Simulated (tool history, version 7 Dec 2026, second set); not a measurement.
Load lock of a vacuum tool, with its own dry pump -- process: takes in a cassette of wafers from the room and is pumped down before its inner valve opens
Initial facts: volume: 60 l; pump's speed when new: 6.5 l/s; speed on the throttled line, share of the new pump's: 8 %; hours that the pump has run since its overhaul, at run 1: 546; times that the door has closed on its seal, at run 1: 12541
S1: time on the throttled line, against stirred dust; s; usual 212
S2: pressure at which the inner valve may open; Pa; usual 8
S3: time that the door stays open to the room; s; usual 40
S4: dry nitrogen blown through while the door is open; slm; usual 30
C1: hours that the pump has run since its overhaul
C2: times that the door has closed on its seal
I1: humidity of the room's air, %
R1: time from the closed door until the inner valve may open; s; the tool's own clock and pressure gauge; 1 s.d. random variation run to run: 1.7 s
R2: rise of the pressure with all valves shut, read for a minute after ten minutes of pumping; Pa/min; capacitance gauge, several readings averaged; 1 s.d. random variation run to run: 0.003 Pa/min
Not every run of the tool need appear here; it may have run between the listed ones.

{"run": 1, "day": 0.0, "S1": 212, "S2": 8, "S3": 40, "S4": 30, "C1": 546, "C2": 12541, "I1": 43.8, "R1": 284.3, "R2": 0.151}
{"run": 2, "day": 12.646, "S1": 212, "S2": 8, "S3": 120, "S4": 30, "C1": 849, "C2": 13266, "I1": 45.7, "R1": 283.5, "R2": 0.166}
{"run": 3, "day": 22.475, "S1": 212, "S2": 8, "S3": 70, "S4": 30, "C1": 1085, "C2": 13829, "I1": 48.2, "R1": 284.9, "R2": 0.179}
{"run": 4, "day": 36.829, "S1": 212, "S2": 8, "S3": 70, "S4": 30, "C1": 1430, "C2": 14651, "I1": 45.5, "R1": 285.0, "R2": 0.189}
{"run": 5, "day": 55.012, "S1": 212, "S2": 8, "S3": 70, "S4": 30, "C1": 1866, "C2": 15693, "I1": 43.4, "R1": 284.5, "R2": 0.22}
{"run": 6, "day": 67.642, "S1": 212, "S2": 8, "S3": 70, "S4": 30, "C1": 2169, "C2": 16417, "I1": 44.3, "R1": 283.2, "R2": 0.239}
{"run": 7, "day": 80.854, "S1": 212, "S2": 8, "S3": 40, "S4": 23, "C1": 2486, "C2": 17174, "I1": 45.7, "R1": 283.7, "R2": 0.243}
{"run": 8, "day": 93.7, "S1": 212, "S2": 8, "S3": 40, "S4": 23, "C1": 2794, "C2": 17909, "I1": 47.7, "R1": 285.3, "R2": 0.265}
{"run": 9, "day": 112.933, "S1": 212, "S2": 8, "S3": 40, "S4": 23, "C1": 3256, "C2": 19011, "I1": 41.9, "R1": 285.2, "R2": 0.295}
{"run": 10, "day": 123.458, "S1": 212, "S2": 8, "S3": 40, "S4": 30, "C1": 3509, "C2": 19614, "I1": 46.0, "R1": 284.4, "R2": 0.301}
{"run": 11, "day": 145.808, "S1": 212, "S2": 8, "S3": 40, "S4": 30, "C1": 4045, "C2": 20895, "I1": 47.5, "R1": 282.6, "R2": 0.342}
{"run": 12, "day": 166.371, "S1": 212, "S2": 8, "S3": 40, "S4": 30, "C1": 4538, "C2": 22073, "I1": 45.3, "R1": 285.1, "R2": 0.365}
{"run": 13, "day": 182.012, "S1": 212, "S2": 8, "S3": 40, "S4": 30, "C1": 4914, "C2": 22969, "I1": 46.0, "R1": 284.3, "R2": 0.405}
{"run": 14, "day": 195.708, "S1": 212, "S2": 8, "S3": 40, "S4": 30, "C1": 5243, "C2": 23753, "I1": 48.0, "R1": 283.2, "R2": 0.422}
{"run": 15, "day": 213.738, "S1": 212, "S2": 8, "S3": 40, "S4": 30, "C1": 5675, "C2": 24786, "I1": 41.4, "R1": 287.8, "R2": 0.45}
{"run": 16, "day": 235.5, "S1": 212, "S2": 8, "S3": 40, "S4": 30, "C1": 6198, "C2": 26033, "I1": 46.1, "R1": 284.8, "R2": 0.49}
{"run": 17, "day": 257.412, "S1": 212, "S2": 8, "S3": 183, "S4": 30, "C1": 6724, "C2": 27289, "I1": 42.5, "R1": 291.1, "R2": 0.544}
{"run": 18, "day": 272.879, "S1": 212, "S2": 8, "S3": 183, "S4": 6, "C1": 7095, "C2": 28175, "I1": 46.9, "R1": 289.2, "R2": 0.6}
{"run": 19, "day": 296.846, "S1": 212, "S2": 8, "S3": 60, "S4": 30, "C1": 7670, "C2": 29548, "I1": 43.6, "R1": 290.3, "R2": 0.61}
{"run": 20, "day": 311.604, "S1": 212, "S2": 8, "S3": 60, "S4": 30, "C1": 8024, "C2": 30393, "I1": 44.0, "R1": 287.8, "R2": 0.638}
{"day": 329.179, "done": "door's seal changed, seat wiped"}
{"run": 21, "day": 329.571, "S1": 212, "S2": 8, "S3": 113, "S4": 11, "C1": 8454, "C2": 23, "I1": 44.4, "R1": 290.8, "R2": 0.032}
{"run": 22, "day": 342.388, "S1": 212, "S2": 8, "S3": 113, "S4": 11, "C1": 8761, "C2": 757, "I1": 46.1, "R1": 289.1, "R2": 0.034}
{"run": 23, "day": 358.971, "S1": 212, "S2": 8, "S3": 40, "S4": 5, "C1": 9159, "C2": 1707, "I1": 44.0, "R1": 289.7, "R2": 0.034}
{"run": 24, "day": 371.892, "S1": 218, "S2": 11, "S3": 31, "S4": 5, "C1": 9470, "C2": 2447, "I1": 47.1, "R1": 289.7, "R2": 0.038}
{"run": 25, "day": 393.779, "S1": 218, "S2": 11, "S3": 31, "S4": 5, "C1": 9995, "C2": 3701, "I1": 49.2, "R1": 291.7, "R2": 0.051}
{"run": 26, "day": 415.154, "S1": 249, "S2": 14, "S3": 36, "S4": 7, "C1": 10508, "C2": 4926, "I1": 42.5, "R1": 318.9, "R2": 0.063}
{"run": 27, "day": 430.708, "S1": 212, "S2": 15, "S3": 40, "S4": 42, "C1": 10881, "C2": 5817, "I1": 46.7, "R1": 284.6, "R2": 0.065}
{"run": 28, "day": 445.971, "S1": 212, "S2": 15, "S3": 40, "S4": 42, "C1": 11247, "C2": 6691, "I1": 45.5, "R1": 286.4, "R2": 0.068}
{"run": 29, "day": 455.904, "S1": 212, "S2": 8, "S3": 31, "S4": 9, "C1": 11486, "C2": 7261, "I1": 45.0, "R1": 292.7, "R2": 0.082}
{"run": 30, "day": 479.254, "S1": 212, "S2": 8, "S3": 31, "S4": 9, "C1": 12046, "C2": 8598, "I1": 44.9, "R1": 293.9, "R2": 0.103}
{"run": 31, "day": 498.204, "S1": 212, "S2": 7, "S3": 168, "S4": 30, "C1": 12501, "C2": 9684, "I1": 49.9, "R1": 296.0, "R2": 0.128}
{"run": 32, "day": 518.912, "S1": 212, "S2": 12, "S3": 168, "S4": 28, "C1": 12998, "C2": 10870, "I1": 44.3, "R1": 289.6, "R2": 0.141}
{"run": 33, "day": 529.321, "S1": 212, "S2": 7, "S3": 40, "S4": 33, "C1": 13248, "C2": 11467, "I1": 46.6, "R1": 295.8, "R2": 0.138}
{"run": 34, "day": 543.196, "S1": 212, "S2": 7, "S3": 40, "S4": 33, "C1": 13581, "C2": 12261, "I1": 47.7, "R1": 297.1, "R2": 0.153}

Some steps in R1, run to run, broken into two amounts with sign: the step expected even without the hidden condition (settings, incoming material, random variation), and the rest, left for the hidden condition together with whatever gauge scatter is not in both the measured and the hidden-condition-free result:
Hidden state at play: pump's speed, % of a new pump's; leak at the door's seal, Pa l/s; drift of the gauge itself on ready_s, %; drift of the gauge itself on rise_pa_min, %.
Run 25 -> 26: S1 218 -> 249, S2 11 -> 14, S3 31 -> 36, S4 5 -> 7. R1 +27.2 s: hidden state -0.3, all else +27.5.
Run 26 -> 27: S1 249 -> 212, S2 14 -> 15, S3 36 -> 40, S4 7 -> 42. R1 -34.3 s: hidden state +0.8, all else -35.1.
Run 28 -> 29: S2 15 -> 8, S3 40 -> 31, S4 42 -> 9. R1 +6.3 s: hidden state +1.0, all else +5.3.
Run 31 -> 32: S2 7 -> 12, S4 30 -> 28. R1 -6.4 s: hidden state -0.2, all else -6.2.
Run 32 -> 33: S2 12 -> 7, S3 168 -> 40, S4 28 -> 33. R1 +6.2 s: hidden state +0.9, all else +5.3.

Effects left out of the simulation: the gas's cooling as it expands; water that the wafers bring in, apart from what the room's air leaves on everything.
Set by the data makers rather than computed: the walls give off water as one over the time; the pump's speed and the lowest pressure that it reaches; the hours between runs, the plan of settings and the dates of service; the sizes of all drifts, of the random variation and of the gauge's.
